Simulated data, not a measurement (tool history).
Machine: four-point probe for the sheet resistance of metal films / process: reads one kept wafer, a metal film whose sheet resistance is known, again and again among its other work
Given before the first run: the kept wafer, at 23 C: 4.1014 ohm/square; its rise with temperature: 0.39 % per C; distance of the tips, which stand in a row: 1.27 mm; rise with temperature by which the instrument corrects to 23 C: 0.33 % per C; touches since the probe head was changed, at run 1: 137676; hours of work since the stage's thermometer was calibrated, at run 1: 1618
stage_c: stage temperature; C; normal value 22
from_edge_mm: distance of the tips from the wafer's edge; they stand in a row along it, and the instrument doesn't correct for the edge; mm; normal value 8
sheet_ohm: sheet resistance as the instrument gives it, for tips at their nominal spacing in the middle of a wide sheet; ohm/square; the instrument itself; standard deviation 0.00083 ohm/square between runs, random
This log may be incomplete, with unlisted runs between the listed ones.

run	day	stage_c	from_edge_mm	touches since the probe head was changed	hours of work since the stage's thermometer was calibrated	sheet_ohm
1	0.000	22	8	137676	1618	4.224878
2	2.800	22	8	139647	1666	4.227149
3	8.071	22	3	143354	1757	4.534363
4	13.412	22	3	147114	1850	4.535141
# day 15.929: stage's thermometer calibrated
5	16.888	22	8	149541	17	4.221152
6	21.862	22	8	153042	103	4.222064
7	24.608	30	8	154974	150	4.243210
8	27.771	30	8	157200	205	4.243034
# day 29.429: new probe head fitted
9	33.500	30	8	2861	304	4.159972
10	37.100	30	8	5397	366	4.160833
11	42.229	30	8	9005	455	4.161132
12	45.279	23	55	11151	508	4.093965
13	50.050	30	27	14508	590	4.113790
14	55.092	30	27	18053	678	4.114157
15	60.075	30	3	21561	764	4.469422
16	64.133	22	22	24416	834	4.100975
17	68.396	19	8	27413	908	4.143057
18	72.833	22	35	30537	985	4.097167
19	77.800	18	15	34029	1071	4.103322
20	82.546	22	8	37368	1153	4.153693
21	86.600	25	8	40222	1224	4.160881

4 options for the next run, each taken on its own from the tool as it stands now. Forecast them:
A	89.842	21	4	42502	1280	?
B	89.842	24	36	42502	1280	?
C	89.842	21	54	42502	1280	?
D	89.842	25	29	42502	1280	?

run	sheet_ohm
A	4.309153
B	4.107369
C	4.098933
D	4.110640
Take away the tool's hidden state, keep each run's random variation, and the runs would have read:
run	sheet_ohm
A	4.308003
B	4.106330
C	4.097851
D	4.109615
